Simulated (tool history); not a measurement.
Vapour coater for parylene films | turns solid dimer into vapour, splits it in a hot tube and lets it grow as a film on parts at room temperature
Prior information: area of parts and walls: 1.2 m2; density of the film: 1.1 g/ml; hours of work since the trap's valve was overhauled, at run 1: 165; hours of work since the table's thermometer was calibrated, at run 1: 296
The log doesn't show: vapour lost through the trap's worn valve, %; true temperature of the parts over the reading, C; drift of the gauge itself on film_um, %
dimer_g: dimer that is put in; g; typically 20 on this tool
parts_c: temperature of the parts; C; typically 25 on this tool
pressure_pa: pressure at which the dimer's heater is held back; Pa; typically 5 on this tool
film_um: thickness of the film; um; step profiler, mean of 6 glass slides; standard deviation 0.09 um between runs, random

run,hour,dimer_g,parts_c,pressure_pa,hours of work since the trap's valve was overhauled,hours of work since the table's thermometer was calibrated,film_um
1,0,20,25,5,165,296,10.65
2,20.8,20,25,5,178,309,10.63
3,43.6,20,25,5,193,323,10.5
4,54.4,20,26,5,199,330,10.11
5,65,20,26,5,206,337,10.4
6,85.2,20,26,5,219,349,10.14
7,108.5,20,26,5,233,364,10.21
8,128.3,20,26,5,246,376,10.22
9,149.2,22,25,10.24,259,390,10.83
10,169.4,20,22,5.17,271,402,11.58
11,183.6,12,25,5,280,411,6.37
12,194.9,30,25,5,287,418,15.52
13,214.8,20,26,9.45,300,431,9.63

Hidden state or all else? Some run-to-run changes of film_um, split into what the settings, what came in and random variation would give without the hidden state, and what is left for the hidden state (with any gauge scatter that isn't in both results):
Run 11 -> 12: dimer_g 12 -> 30. film_um +9.15 um: hidden state -0.44, all else +9.59.
